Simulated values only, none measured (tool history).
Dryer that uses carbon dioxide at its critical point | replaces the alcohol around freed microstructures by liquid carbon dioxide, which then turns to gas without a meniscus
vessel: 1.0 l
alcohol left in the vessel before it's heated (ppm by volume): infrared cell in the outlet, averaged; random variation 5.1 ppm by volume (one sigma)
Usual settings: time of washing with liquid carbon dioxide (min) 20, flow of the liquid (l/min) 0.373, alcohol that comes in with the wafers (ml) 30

| run | day | time of washing with liquid carbon dioxide (min) | flow of the liquid (l/min) | alcohol that comes in with the wafers (ml) | alcohol left in the vessel before it's heated (ppm by volume) |
|---|---|---|---|---|---|
| 1 | 0 | 20 | 0.373 | 30 | 71 |
| 2 | 0.733 | 20 | 0.471 | 30 | 25 |
| 3 | 1.788 | 22 | 0.373 | 30 | 53 |
| 4 | 2.354 | 22 | 0.373 | 30 | 49 |
| 5 | 3.462 | 19 | 0.373 | 30 | 118 |
| 6 | 4.525 | 19 | 0.373 | 30 | 131 |
| 7 | 5.179 | 19 | 0.373 | 30 | 143 |
| 8 | 6.246 | 19 | 0.373 | 30 | 132 |
| 9 | 7.138 | 20 | 0.373 | 30 | 124 |
| 10 | 8.158 | 20 | 0.401 | 30 | 102 |
| 11 | 9.208 | 20 | 0.401 | 30 | 109 |
| 12 | 9.896 | 22 | 0.373 | 30 | 104 |
| 13 | 10.375 | 22 | 0.373 | 30 | 110 |
| 14 | 11.154 | 22 | 0.373 | 80 | 180 |
| 15 | 11.662 | 20 | 0.373 | 30 | 165 |
|  | 11.862 | inlet filter changed |
| 16 | 12.683 | 20 | 0.373 | 30 | 112 |
| 17 | 13.733 | 20 | 0.373 | 30 | 119 |
| 18 | 14.325 | 20 | 0.373 | 30 | 126 |
| 19 | 15.383 | 20 | 0.336 | 28 | 167 |
| 20 | 15.933 | 20 | 0.336 | 28 | 175 |
| 21 | 16.454 | 20 | 0.591 | 30 | 82 |
| 22 | 17.538 | 19 | 0.373 | 30 | 165 |
| 23 | 18.546 | 14 | 0.37 | 36 | 558 |
| 24 | 19.029 | 14 | 0.37 | 36 | 562 |
| 25 | 19.821 | 22 | 0.373 | 30 | 129 |
| 26 | 20.617 | 22 | 0.373 | 30 | 130 |
| 27 | 21.367 | 22 | 0.443 | 30 | 116 |

Forecast run 28:
| 28 | 21.975 | 28 | 0.417 | 30 | ? |

Run 28 gave alcohol left in the vessel before it's heated (ppm by volume) 100.
Without the tool's hidden state the same run would have given alcohol left in the vessel before it's heated (ppm by volume) 0.

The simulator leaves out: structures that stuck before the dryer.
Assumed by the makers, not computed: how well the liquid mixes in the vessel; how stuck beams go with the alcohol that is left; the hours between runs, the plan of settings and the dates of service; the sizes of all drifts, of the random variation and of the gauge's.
